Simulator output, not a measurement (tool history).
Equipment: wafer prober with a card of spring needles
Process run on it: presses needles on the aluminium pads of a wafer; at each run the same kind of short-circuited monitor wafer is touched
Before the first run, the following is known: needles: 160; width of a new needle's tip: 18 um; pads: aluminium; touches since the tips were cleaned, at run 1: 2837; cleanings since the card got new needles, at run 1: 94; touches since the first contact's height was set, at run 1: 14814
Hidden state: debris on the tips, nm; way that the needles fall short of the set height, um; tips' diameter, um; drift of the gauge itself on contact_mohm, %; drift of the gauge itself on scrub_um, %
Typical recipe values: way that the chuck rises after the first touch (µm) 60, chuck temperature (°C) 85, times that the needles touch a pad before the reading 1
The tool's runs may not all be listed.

| run | hour | way that the chuck rises after the first touch (µm) | chuck temperature (°C) | times that the needles touch a pad before the reading | touches since the tips were cleaned | cleanings since the card got new needles | touches since the first contact's height was set | resistance of one needle with its contact and lead (mohm) | way that a needle slides on the pad (µm) |
|---|---|---|---|---|---|---|---|---|---|
| 1 | 0.0 | 60 | 85 | 1 | 2837 | 94 | 14814 | 333 | 8.63 |
|  | 3.0 | tips cleaned on abrasive film |
|  | 8.8 | tips cleaned on abrasive film |
|  | 16.0 | tips cleaned on abrasive film |
|  | 21.8 | tips cleaned on abrasive film |
|  | 29.1 | tips cleaned on abrasive film |
|  | 36.3 | tips cleaned on abrasive film |
|  | 43.6 | tips cleaned on abrasive film |
|  | 50.8 | tips cleaned on abrasive film |
| 2 | 56.1 | 60 | 35 | 1 | 3670 | 102 | 53415 | 332 | 8.55 |
|  | 57.6 | tips cleaned on abrasive film |
|  | 64.9 | tips cleaned on abrasive film |
|  | 72.1 | tips cleaned on abrasive film |
|  | 79.4 | tips cleaned on abrasive film |
|  | 86.6 | tips cleaned on abrasive film |
| 3 | 88.1 | 60 | 35 | 1 | 1057 | 107 | 75431 | 298 | 8.50 |
|  | 92.5 | tips cleaned on abrasive film |
|  | 99.7 | tips cleaned on abrasive film |
|  | 102.9 | height of the first contact set anew |
|  | 107.3 | tips cleaned on abrasive film |
|  | 113.1 | tips cleaned on abrasive film |
|  | 120.4 | tips cleaned on abrasive film |
|  | 126.2 | tips cleaned on abrasive film |
|  | 133.4 | tips cleaned on abrasive film |
| 4 | 137.5 | 60 | 35 | 1 | 2856 | 114 | 23815 | 329 | 8.62 |
|  | 140.5 | tips cleaned on abrasive film |
|  | 147.7 | tips cleaned on abrasive film |
|  | 155.0 | tips cleaned on abrasive film |
|  | 160.8 | tips cleaned on abrasive film |
|  | 168.0 | tips cleaned on abrasive film |
|  | 173.8 | tips cleaned on abrasive film |
|  | 181.1 | tips cleaned on abrasive film |
|  | 188.3 | tips cleaned on abrasive film |
| 5 | 192.6 | 60 | 85 | 1 | 2948 | 122 | 61695 | 341 | 8.55 |
|  | 195.5 | tips cleaned on abrasive film |
|  | 202.8 | tips cleaned on abrasive film |
|  | 210.0 | tips cleaned on abrasive film |
|  | 217.3 | tips cleaned on abrasive film |
|  | 224.5 | tips cleaned on abrasive film |
|  | 227.7 | height of the first contact set anew |
|  | 232.1 | tips cleaned on abrasive film |
| 6 | 237.5 | 60 | 85 | 1 | 3825 | 128 | 6818 | 345 | 8.64 |
|  | 239.1 | tips cleaned on abrasive film |
|  | 246.3 | tips cleaned on abrasive film |
|  | 253.6 | tips cleaned on abrasive film |
|  | 260.8 | tips cleaned on abrasive film |
|  | 268.1 | tips cleaned on abrasive film |
|  | 273.9 | tips cleaned on abrasive film |
|  | 281.1 | tips cleaned on abrasive film |
|  | 288.4 | tips cleaned on abrasive film |
|  | 294.2 | tips cleaned on abrasive film, once more |
| 7 | 296.8 | 41 | 85 | 1 | 1838 | 137 | 47579 | 397 | 5.82 |
|  | 301.2 | tips cleaned on abrasive film |
|  | 307.0 | tips cleaned on abrasive film |
|  | 314.3 | tips cleaned on abrasive film |
|  | 320.1 | tips cleaned on abrasive film |
|  | 327.3 | tips cleaned on abrasive film |
|  | 333.2 | tips cleaned on abrasive film |
|  | 340.4 | tips cleaned on abrasive film |
|  | 347.6 | tips cleaned on abrasive film |
|  | 352.2 | height of the first contact set anew |
|  | 355.2 | tips cleaned on abrasive film |
| 8 | 357.3 | 60 | 33 | 3 | 1493 | 146 | 3489 | 282 | 8.63 |
|  | 361.7 | tips cleaned on abrasive film |
|  | 369.0 | tips cleaned on abrasive film |
|  | 376.2 | tips cleaned on abrasive film |
|  | 383.5 | tips cleaned on abrasive film |
|  | 389.3 | tips cleaned on abrasive film |
|  | 396.5 | tips cleaned on abrasive film |
| 9 | 398.6 | 52 | 85 | 1 | 1466 | 152 | 31903 | 338 | 7.43 |
|  | 403.0 | tips cleaned on abrasive film |
|  | 408.8 | tips cleaned on abrasive film |
|  | 416.1 | tips cleaned on abrasive film |
|  | 423.3 | tips cleaned on abrasive film |
|  | 429.1 | tips cleaned on abrasive film |
|  | 436.4 | tips cleaned on abrasive film |
|  | 443.6 | tips cleaned on abrasive film |
| 10 | 446.6 | 59 | 84 | 2 | 2074 | 159 | 64915 | 319 | 8.38 |
|  | 449.6 | tips cleaned on abrasive film |
|  | 456.8 | tips cleaned on abrasive film |
|  | 462.6 | tips cleaned on abrasive film |
|  | 469.9 | tips cleaned on abrasive film |
|  | 477.1 | tips cleaned on abrasive film |
|  | 477.4 | height of the first contact set anew |
|  | 484.7 | tips cleaned on abrasive film |
|  | 490.5 | tips cleaned on abrasive film |
|  | 497.7 | tips cleaned on abrasive film |
|  | 505.0 | tips cleaned on abrasive film |
| 11 | 508.7 | 59 | 84 | 2 | 2602 | 168 | 21564 | 317 | 8.46 |
|  | 511.7 | tips cleaned on abrasive film |
|  | 518.9 | tips cleaned on abrasive film |
|  | 526.2 | tips cleaned on abrasive film |
|  | 533.4 | tips cleaned on abrasive film |
|  | 540.7 | tips cleaned on abrasive film |
|  | 547.9 | tips cleaned on abrasive film |
|  | 555.2 | tips cleaned on abrasive film |
|  | 561.0 | tips cleaned on abrasive film |
|  | 568.2 | tips cleaned on abrasive film |
|  | 580.2 | card fitted with new needles |
| 12 | 582.5 | 59 | 84 | 2 | 1578 | 0 | 1578 | 292 | 8.51 |
|  | 586.9 | tips cleaned on abrasive film |
|  | 594.1 | tips cleaned on abrasive film |
|  | 599.9 | tips cleaned on abrasive film |
|  | 607.2 | tips cleaned on abrasive film |
|  | 614.4 | tips cleaned on abrasive film |
|  | 621.7 | tips cleaned on abrasive film |
| 13 | 622.1 | 56 | 28 | 3 | 304 | 6 | 28829 | 260 | 8.02 |
|  | 627.9 | tips cleaned on abrasive film |
|  | 633.7 | tips cleaned on abrasive film |
|  | 641.0 | tips cleaned on abrasive film |
|  | 648.2 | tips cleaned on abrasive film |
|  | 654.1 | tips cleaned on abrasive film |
|  | 661.3 | tips cleaned on abrasive film |
|  | 668.6 | tips cleaned on abrasive film |
|  | 675.8 | tips cleaned on abrasive film |
| 14 | 675.9 | 56 | 28 | 3 | 65 | 14 | 65821 | 261 | 7.93 |

Consider 3 possible next runs. They are alternatives, not a sequence: every one starts from the tool as it was left by run 14. What does each give?
|  | 681.7 | tips cleaned on abrasive film |
|  | 688.9 | tips cleaned on abrasive film |
|  | 696.2 | tips cleaned on abrasive film |
|  | 703.4 | tips cleaned on abrasive film |
|  | 705.2 | height of the first contact set anew |
|  | 711.0 | tips cleaned on abrasive film |
|  | 716.8 | tips cleaned on abrasive film |
|  | 724.1 | tips cleaned on abrasive film |
|  | 729.9 | tips cleaned on abrasive film |
|  | 737.1 | tips cleaned on abrasive film |
| A | 740.6 | 52 | 27 | 1 | 2421 | 23 | 24377 | ? | ? |
|  | 681.7 | tips cleaned on abrasive film |
|  | 688.9 | tips cleaned on abrasive film |
|  | 696.2 | tips cleaned on abrasive film |
|  | 703.4 | tips cleaned on abrasive film |
|  | 705.2 | height of the first contact set anew |
|  | 711.0 | tips cleaned on abrasive film |
|  | 716.8 | tips cleaned on abrasive film |
|  | 724.1 | tips cleaned on abrasive film |
|  | 729.9 | tips cleaned on abrasive film |
|  | 737.1 | tips cleaned on abrasive film |
| B | 740.6 | 79 | 28 | 1 | 2421 | 23 | 24377 | ? | ? |
|  | 681.7 | tips cleaned on abrasive film |
|  | 688.9 | tips cleaned on abrasive film |
|  | 696.2 | tips cleaned on abrasive film |
|  | 703.4 | tips cleaned on abrasive film |
|  | 705.2 | height of the first contact set anew |
|  | 711.0 | tips cleaned on abrasive film |
|  | 716.8 | tips cleaned on abrasive film |
|  | 724.1 | tips cleaned on abrasive film |
|  | 729.9 | tips cleaned on abrasive film |
|  | 737.1 | tips cleaned on abrasive film |
| C | 740.6 | 72 | 29 | 2 | 2421 | 23 | 24377 | ? | ? |

| run | resistance of one needle with its contact and lead (mohm) | way that a needle slides on the pad (µm) |
|---|---|---|
| A | 320 | 7.46 |
| B | 281 | 11.34 |
| C | 273 | 10.34 |
What these runs would have given with no unlogged condition in the tool:
| run | resistance of one needle with its contact and lead (mohm) | way that a needle slides on the pad (µm) |
|---|---|---|
| A | 258 | 7.50 |
| B | 252 | 11.37 |
| C | 252 | 10.37 |

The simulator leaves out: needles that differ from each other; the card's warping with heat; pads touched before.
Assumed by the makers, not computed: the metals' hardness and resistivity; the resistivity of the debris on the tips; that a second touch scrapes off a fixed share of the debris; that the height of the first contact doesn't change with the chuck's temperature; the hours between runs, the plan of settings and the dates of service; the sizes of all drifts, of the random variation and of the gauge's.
